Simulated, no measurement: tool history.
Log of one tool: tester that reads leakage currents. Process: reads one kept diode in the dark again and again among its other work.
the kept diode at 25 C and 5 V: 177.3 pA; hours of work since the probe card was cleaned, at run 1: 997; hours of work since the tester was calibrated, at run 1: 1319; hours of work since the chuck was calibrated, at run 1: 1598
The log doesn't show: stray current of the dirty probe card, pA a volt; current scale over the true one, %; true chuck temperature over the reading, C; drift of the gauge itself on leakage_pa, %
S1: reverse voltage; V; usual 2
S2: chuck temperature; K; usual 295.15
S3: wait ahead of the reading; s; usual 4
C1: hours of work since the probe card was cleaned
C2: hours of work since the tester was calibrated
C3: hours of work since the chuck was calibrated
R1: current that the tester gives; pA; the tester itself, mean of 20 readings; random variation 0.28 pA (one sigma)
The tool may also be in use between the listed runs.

{"run": 1, "hour": 0.0, "S1": 2, "S2": 295.15, "S3": 4, "C1": 997, "C2": 1319, "C3": 1598, "R1": 90.75}
{"run": 2, "hour": 35.4, "S1": 2, "S2": 295.15, "S3": 4, "C1": 1022, "C2": 1344, "C3": 1623, "R1": 90.89}
{"run": 3, "hour": 66.9, "S1": 2, "S2": 295.15, "S3": 4, "C1": 1044, "C2": 1366, "C3": 1645, "R1": 90.71}
{"run": 4, "hour": 101.4, "S1": 2, "S2": 295.15, "S3": 4, "C1": 1068, "C2": 1390, "C3": 1669, "R1": 90.88}
{"run": 5, "hour": 134.0, "S1": 2, "S2": 295.15, "S3": 4, "C1": 1090, "C2": 1412, "C3": 1692, "R1": 90.91}
{"run": 6, "hour": 159.0, "S1": 2, "S2": 295.15, "S3": 4, "C1": 1108, "C2": 1430, "C3": 1709, "R1": 90.38}
{"run": 7, "hour": 180.9, "S1": 2, "S2": 297.15, "S3": 4, "C1": 1123, "C2": 1445, "C3": 1724, "R1": 110.49}
{"run": 8, "hour": 216.0, "S1": 2, "S2": 295.15, "S3": 4, "C1": 1148, "C2": 1470, "C3": 1749, "R1": 90.18}
{"run": 9, "hour": 242.5, "S1": 17.62, "S2": 295.15, "S3": 4, "C1": 1166, "C2": 1488, "C3": 1767, "R1": 230.86}
{"run": 10, "hour": 271.9, "S1": 2, "S2": 295.15, "S3": 4, "C1": 1187, "C2": 1509, "C3": 1788, "R1": 90.19}
{"run": 11, "hour": 306.3, "S1": 2, "S2": 300.15, "S3": 4, "C1": 1211, "C2": 1533, "C3": 1812, "R1": 145.52}
{"run": 12, "hour": 334.1, "S1": 2, "S2": 300.15, "S3": 4, "C1": 1230, "C2": 1552, "C3": 1831, "R1": 145.71}
{"run": 13, "hour": 358.4, "S1": 2, "S2": 300.15, "S3": 4, "C1": 1247, "C2": 1569, "C3": 1848, "R1": 145.31}
{"run": 14, "hour": 387.0, "S1": 2, "S2": 322.15, "S3": 4, "C1": 1267, "C2": 1589, "C3": 1868, "R1": 1011.97}
{"run": 15, "hour": 420.6, "S1": 2, "S2": 322.15, "S3": 4, "C1": 1290, "C2": 1612, "C3": 1891, "R1": 1013.18}
{"run": 16, "hour": 447.1, "S1": 2, "S2": 322.15, "S3": 4, "C1": 1309, "C2": 1631, "C3": 1910, "R1": 1013.56}
{"run": 17, "hour": 466.6, "S1": 2, "S2": 322.15, "S3": 4, "C1": 1322, "C2": 1644, "C3": 1924, "R1": 1008.8}
{"run": 18, "hour": 483.9, "S1": 2, "S2": 309.15, "S3": 4, "C1": 1334, "C2": 1656, "C3": 1936, "R1": 332.83}
{"run": 19, "hour": 519.2, "S1": 2, "S2": 323.15, "S3": 4, "C1": 1359, "C2": 1681, "C3": 1960, "R1": 1096.3}
{"run": 20, "hour": 555.2, "S1": 2, "S2": 323.15, "S3": 4, "C1": 1384, "C2": 1706, "C3": 1985, "R1": 1098.37}
{"run": 21, "hour": 575.4, "S1": 2, "S2": 323.15, "S3": 4, "C1": 1398, "C2": 1720, "C3": 1999, "R1": 1097.46}
{"run": 22, "hour": 593.8, "S1": 2, "S2": 323.15, "S3": 4, "C1": 1411, "C2": 1733, "C3": 2012, "R1": 1107.33}
{"run": 23, "hour": 613.1, "S1": 2.91, "S2": 303.15, "S3": 4, "C1": 1424, "C2": 1747, "C3": 2026, "R1": 222.84}
{"run": 24, "hour": 647.5, "S1": 12.98, "S2": 325.15, "S3": 1.5, "C1": 1448, "C2": 1771, "C3": 2050, "R1": 2721.71}
{"run": 25, "hour": 684.3, "S1": 8.8, "S2": 325.15, "S3": 3.62, "C1": 1474, "C2": 1796, "C3": 2075, "R1": 2325.11}
{"run": 26, "hour": 707.9, "S1": 8.8, "S2": 325.15, "S3": 3.62, "C1": 1491, "C2": 1813, "C3": 2092, "R1": 2331.6}
{"run": 27, "hour": 727.9, "S1": 8.8, "S2": 307.15, "S3": 1.45, "C1": 1504, "C2": 1827, "C3": 2106, "R1": 510.18}
{"run": 28, "hour": 745.2, "S1": 10.87, "S2": 307.15, "S3": 0.31, "C1": 1517, "C2": 1839, "C3": 2118, "R1": 562.49}
{"run": 29, "hour": 767.3, "S1": 10.87, "S2": 307.15, "S3": 0.31, "C1": 1532, "C2": 1854, "C3": 2133, "R1": 563.62}
{"run": 30, "hour": 792.2, "S1": 3.3, "S2": 319.15, "S3": 0.31, "C1": 1549, "C2": 1871, "C3": 2150, "R1": 960.04}
{"run": 31, "hour": 828.3, "S1": 5.94, "S2": 295.15, "S3": 0.47, "C1": 1574, "C2": 1897, "C3": 2176, "R1": 148.32}
{"run": 32, "hour": 858.5, "S1": 5.69, "S2": 295.15, "S3": 0.47, "C1": 1596, "C2": 1918, "C3": 2197, "R1": 145.18}
{"run": 33, "hour": 892.4, "S1": 5.69, "S2": 295.15, "S3": 0.47, "C1": 1619, "C2": 1941, "C3": 2220, "R1": 144.57}
{"run": 34, "hour": 917.8, "S1": 2, "S2": 297.15, "S3": 4, "C1": 1637, "C2": 1959, "C3": 2238, "R1": 109.18}
{"run": 35, "hour": 938.6, "S1": 18.44, "S2": 297.15, "S3": 0.4, "C1": 1651, "C2": 1973, "C3": 2253, "R1": 302.25}
{"run": 36, "hour": 963.3, "S1": 2, "S2": 309.15, "S3": 0.45, "C1": 1669, "C2": 1991, "C3": 2270, "R1": 330.48}
{"run": 37, "hour": 981.4, "S1": 3.17, "S2": 295.15, "S3": 2.84, "C1": 1681, "C2": 2003, "C3": 2282, "R1": 109.65}
{"run": 38, "hour": 1002.9, "S1": 5.93, "S2": 326.15, "S3": 4, "C1": 1696, "C2": 2018, "C3": 2297, "R1": 2151.58}
{"run": 39, "hour": 1029.1, "S1": 2.61, "S2": 326.15, "S3": 0.37, "C1": 1715, "C2": 2037, "C3": 2316, "R1": 1549.63}
{"run": 40, "hour": 1060.5, "S1": 1.67, "S2": 306.15, "S3": 0.72, "C1": 1736, "C2": 2058, "C3": 2338, "R1": 232.46}

Hidden state or all else? Some run-to-run changes of R1, split into what the settings, what came in and random variation would give without the hidden state, and what is left for the hidden state (with any gauge scatter that isn't in both results):
Run 23 -> 24: S1 2.91 -> 12.98, S2 303.15 -> 325.15, S3 4 -> 1.5. R1 +2498.87 pA: hidden state -92.89, all else +2591.76.
Run 26 -> 27: S2 325.15 -> 307.15, S3 3.62 -> 1.45. R1 -1821.42 pA: hidden state +79.05, all else -1900.47.
Run 37 -> 38: S1 3.17 -> 5.93, S2 295.15 -> 326.15, S3 2.84 -> 4. R1 +2041.93 pA: hidden state -95.05, all else +2136.98.

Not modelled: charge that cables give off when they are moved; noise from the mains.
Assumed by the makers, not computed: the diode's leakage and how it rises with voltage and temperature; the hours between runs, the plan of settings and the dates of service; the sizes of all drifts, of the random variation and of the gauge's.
